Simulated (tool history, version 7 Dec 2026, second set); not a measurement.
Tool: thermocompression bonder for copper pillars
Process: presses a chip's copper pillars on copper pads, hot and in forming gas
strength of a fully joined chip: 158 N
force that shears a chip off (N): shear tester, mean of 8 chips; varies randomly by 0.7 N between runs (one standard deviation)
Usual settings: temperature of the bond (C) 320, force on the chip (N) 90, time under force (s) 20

run	day	temperature of the bond (C)	force on the chip (N)	time under force (s)	force that shears a chip off (N)
1	0.000	320	90	20	91.1
2	3.208	320	90	20	88.2
3	5.667	349	90	20	111.5
4	7.262	349	90	20	110.8
5	9.429	320	90	24	88.8
# day 12.133: forming gas filter changed
6	12.133	320	90	24	92.5
7	13.879	320	90	20	87.3
8	16.904	320	90	20	84.2
9	18.917	320	90	20	82.4
10	21.012	320	90	20	80.5
# day 24.433: forming gas filter changed
11	24.446	320	90	20	83.8
12	26.058	320	90	20	83.3
13	29.254	320	55	20	59.6
14	30.738	320	55	20	57.9
15	32.412	320	55	20	57.4
# day 34.054: heater calibrated with a thermocouple chip
16	35.467	320	78	20	79.1
# day 36.696: forming gas filter changed
17	38.338	320	58	20	69.3
18	41.517	320	58	20	67.8
19	43.246	320	90	14	77.9
20	46.421	320	90	14	74.1
# day 48.812: forming gas filter changed
21	49.767	320	90	14	79.3
22	53.104	323	90	14	78.7
23	56.025	294	68	19	49.2
24	57.967	294	68	19	47.5
25	60.154	302	55	20	46.6

The next listed run, before its measurement:
# day 60.900: forming gas filter changed
26	62.042	320	90	46	?

{"run 26": {"force that shears a chip off (N)": 109.6}}
On a tool with no hidden condition, and with the same random variation, this run would have come out at force that shears a chip off (N) 115.3.

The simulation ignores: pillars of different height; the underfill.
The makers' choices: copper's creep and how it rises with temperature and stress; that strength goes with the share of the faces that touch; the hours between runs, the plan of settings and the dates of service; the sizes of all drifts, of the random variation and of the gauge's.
